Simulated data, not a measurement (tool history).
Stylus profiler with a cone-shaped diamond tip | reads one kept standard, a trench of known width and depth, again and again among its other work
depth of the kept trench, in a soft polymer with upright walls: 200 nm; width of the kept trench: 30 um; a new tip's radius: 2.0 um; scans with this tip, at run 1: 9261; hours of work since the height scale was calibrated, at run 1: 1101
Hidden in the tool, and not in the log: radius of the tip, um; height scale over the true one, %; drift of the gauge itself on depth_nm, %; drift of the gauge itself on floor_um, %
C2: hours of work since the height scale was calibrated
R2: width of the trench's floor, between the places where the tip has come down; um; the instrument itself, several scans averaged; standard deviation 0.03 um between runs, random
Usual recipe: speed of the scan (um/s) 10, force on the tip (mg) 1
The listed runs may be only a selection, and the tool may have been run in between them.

{"run": 1, "hour": 0.0, "speed of the scan (um/s)": 10, "force on the tip (mg)": 1, "scans with this tip": 9261, "C2": 1101, "depth of the trench (Å)": 2014, "R2": 27.69}
{"run": 2, "hour": 24.0, "speed of the scan (um/s)": 10, "force on the tip (mg)": 1.03, "scans with this tip": 9414, "C2": 1119, "depth of the trench (Å)": 2014, "R2": 27.71}
{"run": 3, "hour": 44.3, "speed of the scan (um/s)": 10, "force on the tip (mg)": 1.03, "scans with this tip": 9544, "C2": 1134, "depth of the trench (Å)": 2014.8, "R2": 27.72}
{"run": 4, "hour": 62.0, "speed of the scan (um/s)": 10, "force on the tip (mg)": 1.03, "scans with this tip": 9657, "C2": 1148, "depth of the trench (Å)": 2013.6, "R2": 27.73}
{"run": 5, "hour": 79.6, "speed of the scan (um/s)": 10, "force on the tip (mg)": 1.03, "scans with this tip": 9770, "C2": 1161, "depth of the trench (Å)": 2013.1, "R2": 27.66}
{"run": 6, "hour": 97.5, "speed of the scan (um/s)": 10, "force on the tip (mg)": 1.03, "scans with this tip": 9884, "C2": 1175, "depth of the trench (Å)": 2013.1, "R2": 27.68}
{"run": 7, "hour": 113.4, "speed of the scan (um/s)": 10, "force on the tip (mg)": 1, "scans with this tip": 9986, "C2": 1187, "depth of the trench (Å)": 2012.2, "R2": 27.7}
{"run": 8, "hour": 142.0, "speed of the scan (um/s)": 10, "force on the tip (mg)": 1, "scans with this tip": 10168, "C2": 1208, "depth of the trench (Å)": 2012.3, "R2": 27.67}
{"run": 9, "hour": 172.4, "speed of the scan (um/s)": 10, "force on the tip (mg)": 1, "scans with this tip": 10362, "C2": 1232, "depth of the trench (Å)": 2012.2, "R2": 27.7}
{"run": 10, "hour": 191.4, "speed of the scan (um/s)": 4, "force on the tip (mg)": 1, "scans with this tip": 10484, "C2": 1246, "depth of the trench (Å)": 2013.9, "R2": 27.72}
{"run": 11, "hour": 211.3, "speed of the scan (um/s)": 10, "force on the tip (mg)": 2.24, "scans with this tip": 10611, "C2": 1261, "depth of the trench (Å)": 2023.8, "R2": 27.74}
{"run": 12, "hour": 230.0, "speed of the scan (um/s)": 10, "force on the tip (mg)": 2.24, "scans with this tip": 10730, "C2": 1275, "depth of the trench (Å)": 2023, "R2": 27.64}
{"run": 13, "hour": 249.6, "speed of the scan (um/s)": 10, "force on the tip (mg)": 2.24, "scans with this tip": 10856, "C2": 1290, "depth of the trench (Å)": 2024, "R2": 27.69}
{"run": 14, "hour": 276.5, "speed of the scan (um/s)": 10, "force on the tip (mg)": 2.24, "scans with this tip": 11027, "C2": 1311, "depth of the trench (Å)": 2024.6, "R2": 27.66}
{"run": 15, "hour": 290.5, "speed of the scan (um/s)": 12, "force on the tip (mg)": 0.83, "scans with this tip": 11116, "C2": 1321, "depth of the trench (Å)": 2011, "R2": 27.61}
{"run": 16, "hour": 321.7, "speed of the scan (um/s)": 39, "force on the tip (mg)": 0.83, "scans with this tip": 11316, "C2": 1345, "depth of the trench (Å)": 2011, "R2": 27.31}
{"run": 17, "hour": 348.2, "speed of the scan (um/s)": 39, "force on the tip (mg)": 0.83, "scans with this tip": 11485, "C2": 1365, "depth of the trench (Å)": 2010.8, "R2": 27.3}
{"run": 18, "hour": 371.8, "speed of the scan (um/s)": 10, "force on the tip (mg)": 0.43, "scans with this tip": 11636, "C2": 1383, "depth of the trench (Å)": 2004.9, "R2": 27.62}
{"run": 19, "hour": 404.1, "speed of the scan (um/s)": 10, "force on the tip (mg)": 0.43, "scans with this tip": 11843, "C2": 1407, "depth of the trench (Å)": 2005.4, "R2": 27.56}
{"run": 20, "hour": 423.7, "speed of the scan (um/s)": 10, "force on the tip (mg)": 0.43, "scans with this tip": 11968, "C2": 1422, "depth of the trench (Å)": 2006.1, "R2": 27.58}
{"run": 21, "hour": 447.9, "speed of the scan (um/s)": 5, "force on the tip (mg)": 0.9, "scans with this tip": 12122, "C2": 1441, "depth of the trench (Å)": 2011.1, "R2": 27.68}
{"run": 22, "hour": 479.9, "speed of the scan (um/s)": 12, "force on the tip (mg)": 2.23, "scans with this tip": 12327, "C2": 1465, "depth of the trench (Å)": 2023.9, "R2": 27.64}
{"run": 23, "hour": 499.4, "speed of the scan (um/s)": 10, "force on the tip (mg)": 1.62, "scans with this tip": 12451, "C2": 1480, "depth of the trench (Å)": 2018, "R2": 27.57}
{"run": 24, "hour": 513.0, "speed of the scan (um/s)": 10, "force on the tip (mg)": 1.62, "scans with this tip": 12538, "C2": 1490, "depth of the trench (Å)": 2017.7, "R2": 27.61}
{"run": 25, "hour": 542.8, "speed of the scan (um/s)": 10, "force on the tip (mg)": 1.62, "scans with this tip": 12728, "C2": 1513, "depth of the trench (Å)": 2018, "R2": 27.6}
{"run": 26, "hour": 565.1, "speed of the scan (um/s)": 15, "force on the tip (mg)": 1.66, "scans with this tip": 12871, "C2": 1530, "depth of the trench (Å)": 2018.1, "R2": 27.55}
{"run": 27, "hour": 580.2, "speed of the scan (um/s)": 11, "force on the tip (mg)": 0.8, "scans with this tip": 12967, "C2": 1541, "depth of the trench (Å)": 2010, "R2": 27.54}

Predict each of these 4 candidate next runs independently; none follows another, all start after run 27:
{"hour": 601.0, "done": "new tip fitted, height scale calibrated"}
{"run": "A", "hour": 610.7, "speed of the scan (um/s)": 16, "force on the tip (mg)": 1.79, "scans with this tip": 62, "C2": 7, "depth of the trench (Å)": "?", "R2": "?"}
{"hour": 601.0, "done": "new tip fitted, height scale calibrated"}
{"run": "B", "hour": 610.7, "speed of the scan (um/s)": 3, "force on the tip (mg)": 2.38, "scans with this tip": 62, "C2": 7, "depth of the trench (Å)": "?", "R2": "?"}
{"hour": 601.0, "done": "new tip fitted, height scale calibrated"}
{"run": "C", "hour": 610.7, "speed of the scan (um/s)": 27, "force on the tip (mg)": 1, "scans with this tip": 62, "C2": 7, "depth of the trench (Å)": "?", "R2": "?"}
{"hour": 601.0, "done": "new tip fitted, height scale calibrated"}
{"run": "D", "hour": 610.7, "speed of the scan (um/s)": 11, "force on the tip (mg)": 0.6, "scans with this tip": 62, "C2": 7, "depth of the trench (Å)": "?", "R2": "?"}

run=A depth_of_the_trench_(Å)=2023 R2=28.2
run=B depth_of_the_trench_(Å)=2027.9 R2=28.22
run=C depth_of_the_trench_(Å)=2015.8 R2=28
run=D depth_of_the_trench_(Å)=2010.2 R2=28.14
Without the tool's hidden state the same runs would have given:
run=A depth_of_the_trench_(Å)=2022.9 R2=28.19
run=B depth_of_the_trench_(Å)=2027.8 R2=28.21
run=C depth_of_the_trench_(Å)=2015.7 R2=27.99
run=D depth_of_the_trench_(Å)=2010.1 R2=28.13
